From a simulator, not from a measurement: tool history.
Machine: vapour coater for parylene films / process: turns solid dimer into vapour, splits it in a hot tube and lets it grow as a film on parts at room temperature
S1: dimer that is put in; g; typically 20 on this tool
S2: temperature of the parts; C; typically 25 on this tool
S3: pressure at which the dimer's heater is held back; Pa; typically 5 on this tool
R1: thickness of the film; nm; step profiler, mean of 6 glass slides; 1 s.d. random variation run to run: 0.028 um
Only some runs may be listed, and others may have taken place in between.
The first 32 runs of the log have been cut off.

Run 33, hour 705.7: usual settings but S1 34 g. Result: R1 6120 nm.
Run 34, hour 727.2: usual settings but S1 34 g. Result: R1 6120 nm.
Run 35, hour 755.6: usual settings but S1 21 g, S2 26 C, S3 3.39 Pa. Result: R1 3720 nm.
Run 36, hour 781.3: usual settings but S1 21 g, S2 26 C, S3 3.39 Pa. Result: R1 3770 nm.
Run 37, hour 795.6: usual settings but S1 24 g, S2 21 C, S3 6.01 Pa. Result: R1 4630 nm.
Run 38, hour 814.6: usual settings but S1 24 g, S2 21 C, S3 6.01 Pa. Result: R1 4610 nm.
Run 39, hour 832.1: usual settings but S1 24 g, S2 21 C, S3 6.01 Pa. Result: R1 4640 nm.
Run 40, hour 850.6: usual settings but S1 24 g, S2 21 C, S3 6.01 Pa. Result: R1 4610 nm.
Run 41, hour 882.1: usual settings but S2 28 C, S3 10.04 Pa. Result: R1 3120 nm.
Run 42, hour 911: usual settings but S1 30 g, S2 17 C, S3 4.35 Pa. Result: R1 6460 nm.
Run 43, hour 940.6: usual settings but S1 26 g, S2 17 C, S3 2.48 Pa. Result: R1 5760 nm.
Run 44, hour 957.5: usual settings but S1 26 g, S2 17 C, S3 2.48 Pa. Result: R1 5850 nm.
Run 45, hour 984.7: usual settings but S1 26 g, S2 17 C, S3 2.48 Pa. Result: R1 5740 nm.
Run 46, hour 1005.8: usual settings but S1 21 g, S2 17 C, S3 6.11 Pa. Result: R1 4360 nm.

Branching from run 46: 4 alternative next runs. What would each branch give?
Run A, hour 1026.4: usual settings but S2 30 C, S3 4.07 Pa. Result: R1 ?.
Run B, hour 1026.4: usual settings but S1 12 g. Result: R1 ?.
Run C, hour 1026.4: usual settings but S1 21 g, S2 28 C, S3 6.11 Pa. Result: R1 ?.
Run D, hour 1026.4: usual settings but S1 21 g, S2 17 C, S3 2.77 Pa. Result: R1 ?.

run    R1
  A  3180
  B  2100
  C  3390
  D  4530
With the hidden condition removed and each run's random variation left untouched, the same runs would have given:
run    R1
  A  3440
  B  2270
  C  3670
  D  4900

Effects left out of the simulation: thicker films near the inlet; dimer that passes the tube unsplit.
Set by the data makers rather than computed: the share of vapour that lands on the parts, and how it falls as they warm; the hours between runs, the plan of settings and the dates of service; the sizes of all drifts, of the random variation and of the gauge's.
